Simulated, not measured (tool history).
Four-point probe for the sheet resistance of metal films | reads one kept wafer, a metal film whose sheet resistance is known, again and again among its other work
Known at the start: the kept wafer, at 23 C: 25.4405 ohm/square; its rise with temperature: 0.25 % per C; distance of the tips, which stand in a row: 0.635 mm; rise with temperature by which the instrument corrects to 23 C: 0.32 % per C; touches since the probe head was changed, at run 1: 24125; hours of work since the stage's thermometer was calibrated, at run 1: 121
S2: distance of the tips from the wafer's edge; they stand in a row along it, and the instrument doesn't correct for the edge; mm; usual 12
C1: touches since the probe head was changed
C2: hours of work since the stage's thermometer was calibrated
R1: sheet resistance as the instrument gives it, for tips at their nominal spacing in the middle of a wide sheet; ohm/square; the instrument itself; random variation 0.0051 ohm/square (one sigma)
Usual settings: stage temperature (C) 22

Run 1, hour 0.0: usual settings; C1 24125; C2 121. Result: R1 25.707036 ohm/square.
Run 2, hour 25.2: usual settings but S2 37 mm; C1 24710; C2 138. Result: R1 25.674931 ohm/square.
Run 3, hour 59.4: usual settings but S2 37 mm; C1 25503; C2 160. Result: R1 25.678727 ohm/square.
Run 4, hour 109.3: usual settings but S2 37 mm; C1 26660; C2 193. Result: R1 25.695535 ohm/square.
Run 5, hour 141.2: usual settings but S2 37 mm; C1 27401; C2 214. Result: R1 25.690002 ohm/square.
Run 6, hour 184.4: usual settings but S2 74 mm; C1 28404; C2 242. Result: R1 25.684148 ohm/square.
Run 7, hour 219.4: usual settings but S2 74 mm; C1 29215; C2 265. Result: R1 25.691386 ohm/square.
Run 8, hour 268.8: usual settings but S2 74 mm; C1 30363; C2 298. Result: R1 25.697332 ohm/square.
Run 9, hour 306.9: usual settings but S2 10 mm; C1 31246; C2 323. Result: R1 25.753984 ohm/square.
At hour 311.2: stage's thermometer calibrated.
Run 10, hour 349.0: usual settings; C1 32212; C2 25. Result: R1 25.748884 ohm/square.
Run 11, hour 398.7: usual settings; C1 33365; C2 58. Result: R1 25.748851 ohm/square.
At hour 425.0: stage's thermometer calibrated, once more.
Run 12, hour 447.1: usual settings; C1 34477; C2 15. Result: R1 25.781474 ohm/square.
Run 13, hour 479.4: usual settings; C1 35226; C2 36. Result: R1 25.772588 ohm/square.
Run 14, hour 528.2: usual settings; C1 36359; C2 68. Result: R1 25.774705 ohm/square.
Run 15, hour 550.9: usual settings; C1 36886; C2 83. Result: R1 25.782085 ohm/square.
Run 16, hour 603.7: usual settings; C1 38111; C2 118. Result: R1 25.794274 ohm/square.
Run 17, hour 632.4: usual settings but stage temperature (C) 20, S2 16 mm; C1 38777; C2 136. Result: R1 25.812526 ohm/square.
Run 18, hour 684.4: usual settings but stage temperature (C) 23, S2 66 mm; C1 39984; C2 171. Result: R1 25.746195 ohm/square.
Run 19, hour 725.3: usual settings but S2 40 mm; C1 40933; C2 197. Result: R1 25.762732 ohm/square.
Run 20, hour 765.7: usual settings but stage temperature (C) 19, S2 8 mm; C1 41869; C2 224. Result: R1 25.924960 ohm/square.
Run 21, hour 802.2: usual settings but stage temperature (C) 20, S2 11 mm; C1 42717; C2 248. Result: R1 25.857709 ohm/square.
Run 22, hour 845.6: usual settings but stage temperature (C) 33, S2 53 mm; C1 43725; C2 277. Result: R1 25.582096 ohm/square.
Run 23, hour 874.0: usual settings but stage temperature (C) 30, S2 53 mm; C1 44382; C2 295. Result: R1 25.640779 ohm/square.
Run 24, hour 926.0: usual settings but stage temperature (C) 31, S2 4 mm; C1 45588; C2 329. Result: R1 25.974996 ohm/square.
Run 25, hour 974.3: usual settings but stage temperature (C) 34, S2 8 mm; C1 46710; C2 361. Result: R1 25.667614 ohm/square.
Run 26, hour 1025.9: usual settings but stage temperature (C) 25, S2 4 mm; C1 47908; C2 395. Result: R1 26.092567 ohm/square.
Run 27, hour 1051.9: usual settings but stage temperature (C) 25, S2 4 mm; C1 48512; C2 412. Result: R1 26.099292 ohm/square.
Run 28, hour 1076.1: usual settings but stage temperature (C) 25, S2 4 mm; C1 49073; C2 428. Result: R1 26.094364 ohm/square.
Run 29, hour 1128.8: usual settings but stage temperature (C) 30, S2 14 mm; C1 50296; C2 463. Result: R1 25.697162 ohm/square.
Run 30, hour 1181.2: usual settings but stage temperature (C) 19, S2 45 mm; C1 51512; C2 497. Result: R1 25.874665 ohm/square.
Run 31, hour 1225.0: usual settings but stage temperature (C) 20, S2 9 mm; C1 52527; C2 526. Result: R1 25.934151 ohm/square.

Forecast each of these 4 alternatives for the next run:
Run A, hour 1266.4: usual settings but stage temperature (C) 33, S2 17 mm; C1 53489; C2 553. Result: R1 ?.
Run B, hour 1266.4: usual settings but stage temperature (C) 34, S2 31 mm; C1 53489; C2 553. Result: R1 ?.
Run C, hour 1266.4: usual settings but stage temperature (C) 29, S2 23 mm; C1 53489; C2 553. Result: R1 ?.
Run D, hour 1266.4: usual settings but S2 20 mm; C1 53489; C2 553. Result: R1 ?.

run         R1
  A  25.642595
  B  25.624131
  C  25.714069
  D  25.856586
Without the tool's hidden state the same runs would have given:
run         R1
  A  25.274290
  B  25.256054
  C  25.344820
  D  25.485461

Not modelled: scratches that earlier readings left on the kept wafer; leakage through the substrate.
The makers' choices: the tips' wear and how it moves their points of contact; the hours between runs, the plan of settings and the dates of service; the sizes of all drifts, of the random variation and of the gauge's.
